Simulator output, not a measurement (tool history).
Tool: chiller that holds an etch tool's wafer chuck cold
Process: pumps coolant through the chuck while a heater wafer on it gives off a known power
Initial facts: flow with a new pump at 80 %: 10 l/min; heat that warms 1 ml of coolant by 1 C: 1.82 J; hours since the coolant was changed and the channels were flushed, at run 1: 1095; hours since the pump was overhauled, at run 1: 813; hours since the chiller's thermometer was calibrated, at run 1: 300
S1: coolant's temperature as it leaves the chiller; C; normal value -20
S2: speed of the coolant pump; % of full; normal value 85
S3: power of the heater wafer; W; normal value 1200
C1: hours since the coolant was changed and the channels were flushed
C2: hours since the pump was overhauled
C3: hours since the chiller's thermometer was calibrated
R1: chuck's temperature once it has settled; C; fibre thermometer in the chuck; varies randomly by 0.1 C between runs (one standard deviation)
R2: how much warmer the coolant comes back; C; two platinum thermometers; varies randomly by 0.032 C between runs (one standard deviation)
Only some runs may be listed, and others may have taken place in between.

Run 1, day 0: usual settings; C1 1095; C2 813; C3 300. Result: R1 -12.3 C, R2 3.74 C.
Run 2, day 1.425: usual settings; C1 1129; C2 848; C3 335. Result: R1 -12.3 C, R2 3.75 C.
Run 3, day 3.338: usual settings; C1 1175; C2 893; C3 380. Result: R1 -12.2 C, R2 3.78 C.
Run 4, day 4.433: usual settings; C1 1202; C2 920; C3 407. Result: R1 -12.3 C, R2 3.81 C.
Run 5, day 6.554: usual settings; C1 1252; C2 971; C3 458. Result: R1 -12.2 C, R2 3.81 C.
Run 6, day 8.579: usual settings but S3 1603 W; C1 1301; C2 1019; C3 506. Result: R1 -9.7 C, R2 5.04 C.
Run 7, day 9.817: usual settings but S3 1603 W; C1 1331; C2 1049; C3 536. Result: R1 -9.7 C, R2 5.06 C.
Run 8, day 11.829: usual settings but S3 1603 W; C1 1379; C2 1097; C3 584. Result: R1 -9.7 C, R2 5.08 C.
Run 9, day 13.358: usual settings but S3 1603 W; C1 1416; C2 1134; C3 621. Result: R1 -9.6 C, R2 5.03 C.
Run 10, day 14.975: usual settings but S3 1603 W; C1 1454; C2 1173; C3 660. Result: R1 -9.7 C, R2 5.06 C.
Run 11, day 16.342: usual settings but S3 1603 W; C1 1487; C2 1206; C3 693. Result: R1 -9.6 C, R2 5.12 C.
Run 12, day 18.25: usual settings but S3 1603 W; C1 1533; C2 1251; C3 738. Result: R1 -9.5 C, R2 4.99 C.
Run 13, day 19.454: usual settings but S3 1603 W; C1 1562; C2 1280; C3 767. Result: R1 -9.6 C, R2 5.05 C.
Run 14, day 20.362: usual settings but S2 63 % of full; C1 1584; C2 1302; C3 789. Result: R1 -10.4 C, R2 5.14 C.
Run 15, day 22.333: usual settings but S2 63 % of full, S3 1732 W; C1 1631; C2 1349; C3 836. Result: R1 -6.1 C, R2 7.4 C.
Run 16, day 23.746: usual settings but S2 63 % of full, S3 1732 W; C1 1665; C2 1383; C3 870. Result: R1 -6.4 C, R2 7.26 C.
Run 17, day 24.971: usual settings but S2 63 % of full, S3 1732 W; C1 1694; C2 1413; C3 900. Result: R1 -6.3 C, R2 7.36 C.
Run 18, day 26.288: usual settings but S1 -16 C, S3 1516 W; C1 1726; C2 1444; C3 931. Result: R1 -5.9 C, R2 4.8 C.
Run 19, day 27.221: usual settings but S1 -26 C, S2 64 % of full, S3 1516 W; C1 1748; C2 1467; C3 954. Result: R1 -14 C, R2 6.36 C.
Run 20, day 28.767: usual settings but S1 -26 C, S2 64 % of full, S3 1516 W; C1 1785; C2 1504; C3 991. Result: R1 -14 C, R2 6.4 C.
Run 21, day 30.962: usual settings but S2 93 % of full, S3 1345 W; C1 1838; C2 1557; C3 1044. Result: R1 -11.8 C, R2 3.94 C.
Run 22, day 31.942: usual settings but S2 93 % of full, S3 1345 W; C1 1862; C2 1580; C3 1067. Result: R1 -11.7 C, R2 3.92 C.
Run 23, day 34.054: usual settings but S2 72 % of full, S3 1345 W; C1 1912; C2 1631; C3 1118. Result: R1 -9.8 C, R2 5.03 C.
Run 24, day 36.025: usual settings but S2 86 % of full, S3 954 W; C1 1960; C2 1678; C3 1165. Result: R1 -13.7 C, R2 2.98 C.
Run 25, day 38.104: usual settings but S2 98 % of full, S3 981 W; C1 2010; C2 1728; C3 1215. Result: R1 -14 C, R2 2.77 C.
Run 26, day 39.404: usual settings but S2 69 % of full, S3 1127 W; C1 2041; C2 1759; C3 1246. Result: R1 -11.3 C, R2 4.42 C.
Run 27, day 40.758: usual settings but S2 87 % of full, S3 903 W; C1 2073; C2 1792; C3 1279. Result: R1 -14.2 C, R2 2.77 C.
Run 28, day 42.425: usual settings but S1 -26 C, S2 90 % of full, S3 938 W; C1 2113; C2 1832; C3 1319. Result: R1 -19.9 C, R2 2.79 C.

Consider 3 possible next runs. They are alternatives, not a sequence: every one starts from the tool as it was left by run 28. What does each give?
Run A, day 43.917: usual settings but S3 1599 W; C1 2149; C2 1867; C3 1354. Result: R1 ?, R2 ?.
Run B, day 43.917: usual settings but S1 -28 C, S2 90 % of full, S3 938 W; C1 2149; C2 1867; C3 1354. Result: R1 ?, R2 ?.
Run C, day 43.917: usual settings but S1 -21 C, S2 81 % of full, S3 938 W; C1 2149; C2 1867; C3 1354. Result: R1 ?, R2 ?.

run     R1    R2
  A   -9.4  5.02
  B  -21.9  2.85
  C  -14.5  3.05
With no hidden state in the tool, these same runs would have given:
run     R1    R2
  A    -10   4.9
  B  -22.2  2.78
  C  -14.9  2.98
